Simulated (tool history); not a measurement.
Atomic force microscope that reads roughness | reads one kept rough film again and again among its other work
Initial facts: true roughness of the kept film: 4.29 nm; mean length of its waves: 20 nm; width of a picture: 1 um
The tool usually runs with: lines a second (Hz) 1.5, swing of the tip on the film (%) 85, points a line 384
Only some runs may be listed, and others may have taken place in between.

run   hour  lines a second (Hz)  swing of the tip on the film (%)  points a line  roughness of the kept film (nm (root mean square))
  1      0                  1.5                                85            384                                               1.989
  2   32.5                  1.5                                58            384                                               2.031
  3   60.1                  1.5                                67            384                                               1.917
  4   78.4                 2.55                                85            384                                               1.641
      97.4  -- new tip fitted
  5  118.3                 2.55                                85            727                                               2.417
  6  138.3                 0.92                                85            727                                               2.561
  7  161.6                 0.92                                85            727                                               2.429
  8  188.3                 3.83                                85            384                                               1.897
  9  229.2                 2.82                                85            997                                                1.88
 10    253                 2.82                                85            997                                               1.796
     257.6  -- height scale calibrated on a step standard
 11  279.6                 1.06                                70            384                                               1.949
       315  -- new tip fitted
 12  320.4                 0.54                                74            312                                               2.816
 13  355.5                 0.54                                74            312                                               2.612
     369.8  -- height scale calibrated on a step standard, once more
 14  391.1                 1.13                                62            318                                               2.411
 15  424.7                 1.08                                85            400                                               2.168

Branching from run 15: 4 alternative next runs. What would each branch give?
  A  449.4                  1.5                                71            384                                                   ?
  B  449.4                 1.08                                64            400                                                   ?
  C  449.4                 1.08                                79            765                                                   ?
  D  449.4                  0.9                                74            326                                                   ?

run  roughness of the kept film (nm (root mean square))
  A                                               2.102
  B                                               2.176
  C                                               2.138
  D                                                2.13
With no hidden state in the tool, these same runs would have given:
run  roughness of the kept film (nm (root mean square))
  A                                               2.805
  B                                               2.903
  C                                               2.851
  D                                               2.841
